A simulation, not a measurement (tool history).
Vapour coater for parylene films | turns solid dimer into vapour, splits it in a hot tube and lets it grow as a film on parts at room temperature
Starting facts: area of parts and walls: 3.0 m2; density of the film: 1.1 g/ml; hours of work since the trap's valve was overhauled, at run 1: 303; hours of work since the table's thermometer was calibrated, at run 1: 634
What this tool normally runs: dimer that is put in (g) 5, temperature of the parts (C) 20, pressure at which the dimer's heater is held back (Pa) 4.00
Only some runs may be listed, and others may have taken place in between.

| run | hour | dimer that is put in (g) | temperature of the parts (C) | pressure at which the dimer's heater is held back (Pa) | hours of work since the trap's valve was overhauled | hours of work since the table's thermometer was calibrated | thickness of the film (um) |
|---|---|---|---|---|---|---|---|
| 1 | 0.0 | 5 | 20 | 4.00 | 303 | 634 | 0.971 |
| 2 | 68.5 | 5 | 20 | 6.88 | 331 | 663 | 0.851 |
| 3 | 111.5 | 5 | 20 | 4.00 | 349 | 681 | 0.976 |
| 4 | 184.7 | 5 | 20 | 4.00 | 379 | 711 | 0.969 |
| 5 | 259.3 | 5 | 20 | 4.00 | 410 | 742 | 0.973 |
| 6 | 322.1 | 5 | 20 | 4.00 | 437 | 768 | 0.977 |
| 7 | 387.4 | 5 | 20 | 11.04 | 464 | 795 | 0.767 |
| 8 | 428.1 | 5 | 20 | 11.04 | 480 | 812 | 0.759 |
| 9 | 495.0 | 5 | 20 | 11.04 | 508 | 840 | 0.763 |
| 10 | 542.7 | 6 | 20 | 11.04 | 528 | 859 | 0.919 |
| 11 | 601.8 | 5 | 30 | 4.00 | 553 | 884 | 0.612 |
| 12 | 677.1 | 5 | 30 | 4.00 | 584 | 915 | 0.605 |
| 13 | 733.2 | 5 | 30 | 4.00 | 607 | 939 | 0.605 |
| 14 | 780.2 | 6 | 20 | 4.00 | 627 | 958 | 1.158 |
| 15 | 845.0 | 6 | 20 | 4.00 | 654 | 985 | 1.164 |
|  | 887.5 | trap's valve overhauled |
|  | 914.9 | table's thermometer calibrated |
| 16 | 921.1 | 6 | 20 | 4.00 | 14 | 3 | 1.156 |
| 17 | 952.5 | 6 | 20 | 4.00 | 27 | 16 | 1.158 |
| 18 | 1012.4 | 5 | 20 | 8.84 | 51 | 40 | 0.801 |
| 19 | 1058.5 | 5 | 20 | 4.00 | 71 | 60 | 0.960 |
| 20 | 1098.8 | 5 | 20 | 4.00 | 87 | 76 | 0.970 |
| 21 | 1140.5 | 5 | 20 | 9.30 | 105 | 94 | 0.791 |
| 22 | 1184.6 | 5 | 20 | 9.30 | 123 | 112 | 0.794 |
| 23 | 1256.7 | 5 | 20 | 9.30 | 153 | 142 | 0.793 |
| 24 | 1290.8 | 5 | 20 | 9.30 | 167 | 156 | 0.779 |
| 25 | 1327.1 | 5 | 20 | 9.30 | 182 | 171 | 0.785 |
| 26 | 1383.7 | 5 | 27 | 9.30 | 205 | 195 | 0.565 |
| 27 | 1421.2 | 5 | 27 | 9.30 | 221 | 210 | 0.562 |
| 28 | 1459.2 | 9 | 26 | 3.95 | 237 | 226 | 1.321 |
| 29 | 1498.2 | 9 | 26 | 3.95 | 253 | 242 | 1.305 |
| 30 | 1572.8 | 6 | 18 | 7.03 | 284 | 273 | 1.105 |
| 31 | 1618.2 | 5 | 14 | 4.00 | 303 | 292 | 1.260 |
| 32 | 1676.5 | 9 | 13 | 4.00 | 327 | 316 | 2.376 |
| 33 | 1720.4 | 5 | 13 | 10.56 | 345 | 334 | 1.053 |
| 34 | 1773.4 | 2 | 18 | 10.56 | 367 | 356 | 0.333 |
| 35 | 1826.8 | 5 | 20 | 7.71 | 389 | 378 | 0.822 |
| 36 | 1874.8 | 2 | 25 | 9.05 | 409 | 398 | 0.253 |
| 37 | 1905.4 | 2 | 27 | 11.75 | 422 | 411 | 0.214 |
| 38 | 1957.6 | 5 | 20 | 2.82 | 444 | 433 | 1.040 |
| 39 | 2032.7 | 5 | 27 | 4.00 | 475 | 464 | 0.682 |
| 40 | 2096.3 | 5 | 27 | 4.00 | 501 | 490 | 0.687 |
| 41 | 2165.2 | 5 | 27 | 4.00 | 530 | 519 | 0.687 |
| 42 | 2215.7 | 5 | 27 | 4.00 | 551 | 540 | 0.691 |
| 43 | 2257.3 | 5 | 27 | 4.00 | 568 | 557 | 0.690 |
| 44 | 2291.4 | 8 | 20 | 5.56 | 582 | 571 | 1.410 |
| 45 | 2332.9 | 7 | 20 | 2.55 | 599 | 588 | 1.476 |
| 46 | 2378.5 | 6 | 20 | 3.87 | 618 | 607 | 1.148 |

Below are 3 alternative next runs, each starting from the tool's condition after run 46. Predict each:
| A | 2441.5 | 9 | 20 | 3.87 | 644 | 634 | ? |
| B | 2441.5 | 4 | 31 | 4.48 | 644 | 634 | ? |
| C | 2441.5 | 8 | 20 | 3.29 | 644 | 634 | ? |

| run | thickness of the film (um) |
|---|---|
| A | 1.708 |
| B | 0.439 |
| C | 1.580 |
What these runs would have given with no unlogged condition in the tool:
| run | thickness of the film (um) |
|---|---|
| A | 1.740 |
| B | 0.447 |
| C | 1.609 |
